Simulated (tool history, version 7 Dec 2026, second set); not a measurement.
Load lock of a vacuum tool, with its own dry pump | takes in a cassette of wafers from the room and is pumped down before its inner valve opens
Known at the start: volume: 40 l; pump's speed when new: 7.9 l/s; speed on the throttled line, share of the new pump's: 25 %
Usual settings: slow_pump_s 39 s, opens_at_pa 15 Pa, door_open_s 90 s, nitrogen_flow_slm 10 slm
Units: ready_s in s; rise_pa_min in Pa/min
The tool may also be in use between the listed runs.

run    hour  slow_pump_s  opens_at_pa  door_open_s  nitrogen_flow_slm  incoming humidity of the room's air, %  ready_s  rise_pa_min
  1     0.0           39           15           90                 10                                    42.1     74.0        0.043
  2   237.4           39           15           90                 25                                    44.4     73.2        0.019
  3   421.6           39           15           90                  7                                    44.8     74.5        0.056
  4   535.8           38           15           90                  7                                    42.4     73.7        0.052
  5   672.7           38           15           90                  7                                    43.3     73.2        0.053
  6   949.3           38           15           90                  7                                    46.0     73.2        0.054
  7  1136.9           38           15           90                  7                                    50.7     72.8        0.062
  8  1328.4           38           15           90                  7                                    45.3     72.8        0.058
  9  1599.5           39           15           90                 10                                    42.1     74.6        0.047
 10  1841.0           39           15           90                 10                                    46.4     73.7        0.043
 11  1985.7           39           15           90                 10                                    46.3     73.3        0.049
 12  2109.8           39           15           90                 10                                    43.3     73.3        0.046
 13  2373.4           39           15           90                 10                                    45.3     74.3        0.049
 14  2620.3           39           15           90                 10                                    43.8     73.3        0.044
 15  2808.7           39           15           90                 10                                    47.7     74.9        0.054
 16  3055.2           39           15           90                 10                                    45.3     73.8        0.047
 17  3324.3           39           15           90                 10                                    42.6     73.6        0.045
 18  3477.1           47           15           90                 14                                    43.9     80.0        0.046
 19  3652.6           50           15           90                 14                                    45.2     82.0        0.034

The next listed run, before its measurement:
 20  3817.2           50           15           90                 14                                    44.5        ?            ?

{"run 20": {"ready_s": 82.3, "rise_pa_min": 0.04}}
Without the tool's hidden state the same run would have given ready_s 82.3 s, rise_pa_min 0.039 Pa/min.

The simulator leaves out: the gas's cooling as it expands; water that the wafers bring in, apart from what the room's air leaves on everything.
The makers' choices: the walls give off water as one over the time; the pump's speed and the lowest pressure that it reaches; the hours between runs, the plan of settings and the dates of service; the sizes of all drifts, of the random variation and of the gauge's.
